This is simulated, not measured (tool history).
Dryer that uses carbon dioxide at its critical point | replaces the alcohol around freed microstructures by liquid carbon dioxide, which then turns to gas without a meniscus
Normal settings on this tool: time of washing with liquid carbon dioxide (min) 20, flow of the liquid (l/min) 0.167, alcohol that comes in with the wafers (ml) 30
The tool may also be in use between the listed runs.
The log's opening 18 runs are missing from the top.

run,hour,time of washing with liquid carbon dioxide (min),flow of the liquid (l/min),alcohol that comes in with the wafers (ml),hours of work since the filter was changed,hours of work since the purifier's bed was changed,alcohol left in the vessel before it's heated (ppm by volume)
19,400.6,13,0.258,30,419,866,726
20,422.7,20,0.167,30,430,877,805
21,444.2,20,0.167,30,441,888,792
22,479.4,20,0.167,111,458,906,2723
23,501.8,20,0.167,80,470,917,2053
24,526.9,20,0.167,61,482,930,1598
25,544.6,17,0.167,69,491,939,3372
26,571.9,17,0.167,69,505,952,3429
27,587,12,0.177,25,513,960,3163
28,620.2,20,0.13,47,530,977,3396
# hour 623.4: inlet filter changed
29,655.9,20,0.13,47,16,994,2536
30,690.1,23,0.167,55,34,1012,566
31,709.6,23,0.167,55,44,1022,564
32,734.2,20,0.164,75,56,1034,1514
33,753.7,20,0.217,39,66,1044,263
34,783.3,20,0.189,93,81,1059,958
35,801.8,24,0.103,28,90,1068,1975
36,822,13,0.179,94,100,1078,6900
37,836.2,13,0.179,94,108,1086,6982
38,864.6,18,0.167,61,122,1100,1868

Run 39, settings as shown, results not yet in. Your forecast:
39,894.7,14,0.125,30,137,1115,?

{"run 39": {"alcohol left in the vessel before it's heated (ppm by volume)": 5592}}
Without the tool's hidden state the same run would have given alcohol left in the vessel before it's heated (ppm by volume) 5091.
